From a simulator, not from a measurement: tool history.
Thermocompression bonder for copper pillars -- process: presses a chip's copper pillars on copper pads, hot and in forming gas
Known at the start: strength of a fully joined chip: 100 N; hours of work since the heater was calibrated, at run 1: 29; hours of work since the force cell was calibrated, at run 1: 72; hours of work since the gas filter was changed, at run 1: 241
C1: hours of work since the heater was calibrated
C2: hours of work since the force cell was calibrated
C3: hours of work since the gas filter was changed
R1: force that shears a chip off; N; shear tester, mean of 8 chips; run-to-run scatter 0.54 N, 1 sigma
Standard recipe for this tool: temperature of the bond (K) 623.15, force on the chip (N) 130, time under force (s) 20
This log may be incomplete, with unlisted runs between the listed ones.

Run 1, day 0.000: usual settings; C1 29; C2 72; C3 241. Result: R1 70.8 N.
Run 2, day 0.683: usual settings; C1 36; C2 79; C3 249. Result: R1 69.6 N.
Run 3, day 1.662: usual settings; C1 47; C2 89; C3 259. Result: R1 70.0 N.
Run 4, day 2.512: usual settings; C1 56; C2 98; C3 268. Result: R1 70.3 N.
Run 5, day 3.612: usual settings; C1 67; C2 109; C3 279. Result: R1 69.5 N.
Run 6, day 4.458: usual settings; C1 76; C2 118; C3 288. Result: R1 69.1 N.
Run 7, day 5.383: usual settings; C1 86; C2 128; C3 298. Result: R1 69.7 N.
Run 8, day 6.275: usual settings but time under force (s) 48; C1 95; C2 137; C3 307. Result: R1 83.8 N.
Run 9, day 7.433: usual settings; C1 107; C2 149; C3 319. Result: R1 69.4 N.
Run 10, day 8.383: usual settings but time under force (s) 30; C1 117; C2 159; C3 329. Result: R1 75.8 N.
Run 11, day 9.488: usual settings but time under force (s) 30; C1 128; C2 171; C3 340. Result: R1 75.2 N.
Run 12, day 10.238: usual settings but time under force (s) 30; C1 136; C2 179; C3 348. Result: R1 75.3 N.
Run 13, day 11.517: usual settings but time under force (s) 10; C1 150; C2 192; C3 362. Result: R1 56.2 N.
Run 14, day 12.496: usual settings but time under force (s) 10; C1 160; C2 202; C3 372. Result: R1 55.4 N.
Run 15, day 13.221: usual settings; C1 167; C2 210; C3 379. Result: R1 67.8 N.
Run 16, day 14.288: usual settings; C1 179; C2 221; C3 391. Result: R1 68.8 N.
Run 17, day 15.471: usual settings; C1 191; C2 233; C3 403. Result: R1 67.4 N.
Run 18, day 16.767: usual settings; C1 204; C2 247; C3 417. Result: R1 67.4 N.
At day 17.088: forming gas filter changed.
Run 19, day 17.850: usual settings but temperature of the bond (K) 618.15, force on the chip (N) 98, time under force (s) 12; C1 216; C2 258; C3 8. Result: R1 50.4 N.
Run 20, day 19.058: usual settings but temperature of the bond (K) 618.15, force on the chip (N) 98, time under force (s) 12; C1 228; C2 271; C3 21. Result: R1 49.6 N.
Run 21, day 20.271: usual settings but temperature of the bond (K) 618.15, force on the chip (N) 98, time under force (s) 12; C1 241; C2 283; C3 33. Result: R1 50.2 N.
At day 20.408: force cell calibrated.
Run 22, day 21.162: usual settings but temperature of the bond (K) 618.15, force on the chip (N) 98, time under force (s) 12; C1 249; C2 8; C3 42. Result: R1 50.2 N.
Run 23, day 21.717: usual settings but temperature of the bond (K) 618.15, force on the chip (N) 98, time under force (s) 12; C1 255; C2 14; C3 48. Result: R1 50.0 N.
Run 24, day 22.458: usual settings but temperature of the bond (K) 618.15, force on the chip (N) 98, time under force (s) 12; C1 263; C2 21; C3 55. Result: R1 49.6 N.
Run 25, day 23.417: usual settings but temperature of the bond (K) 618.15, force on the chip (N) 98, time under force (s) 12; C1 273; C2 31; C3 65. Result: R1 49.5 N.
Run 26, day 24.233: usual settings but force on the chip (N) 102, time under force (s) 21; C1 282; C2 40; C3 74. Result: R1 63.7 N.
At day 24.729: force cell calibrated, once more.
Run 27, day 24.946: usual settings but force on the chip (N) 102, time under force (s) 21; C1 288; C2 2; C3 81. Result: R1 63.4 N.
Run 28, day 26.121: usual settings but temperature of the bond (K) 624.15, force on the chip (N) 158, time under force (s) 12; C1 301; C2 15; C3 93. Result: R1 65.9 N.
Run 29, day 27.167: usual settings but temperature of the bond (K) 605.15, force on the chip (N) 119, time under force (s) 53; C1 312; C2 25; C3 104. Result: R1 72.8 N.
Run 30, day 28.250: usual settings but temperature of the bond (K) 605.15, force on the chip (N) 119, time under force (s) 53; C1 323; C2 37; C3 115. Result: R1 73.5 N.
Run 31, day 29.283: usual settings but temperature of the bond (K) 638.15, force on the chip (N) 83, time under force (s) 53; C1 334; C2 48; C3 126. Result: R1 79.7 N.

Pick out some run-to-run changes in R1. Of each, how much would a tool without hidden state show as well, from the settings, what came in and chance, and how much is left for the hidden state and any gauge scatter not in both results compared?
Hidden state present: true temperature of the bond over the reading, C; force that reaches the chip, % of what is set; oxide that the forming gas leaves, % of the face; drift of the gauge itself on shear_n, %.
Run 8 -> 9: time under force (s) 48 -> 20. R1 -14.4 N: hidden state +0.0, all else -14.4.
Run 12 -> 13: time under force (s) 30 -> 10. R1 -19.1 N: hidden state +0.2, all else -19.3.
Run 14 -> 15: time under force (s) 10 -> 20. R1 +12.4 N: hidden state -0.4, all else +12.8.
Run 17 -> 18: nothing adjusted, nothing logged. R1 +0.0 N: hidden state -0.3, all else +0.3.
Run 18 -> 19: temperature of the bond (K) 623.15 -> 618.15, force on the chip (N) 130 -> 98, time under force (s) 20 -> 12, forming gas filter changed. R1 -17.0 N: hidden state +2.4, all else -19.4.
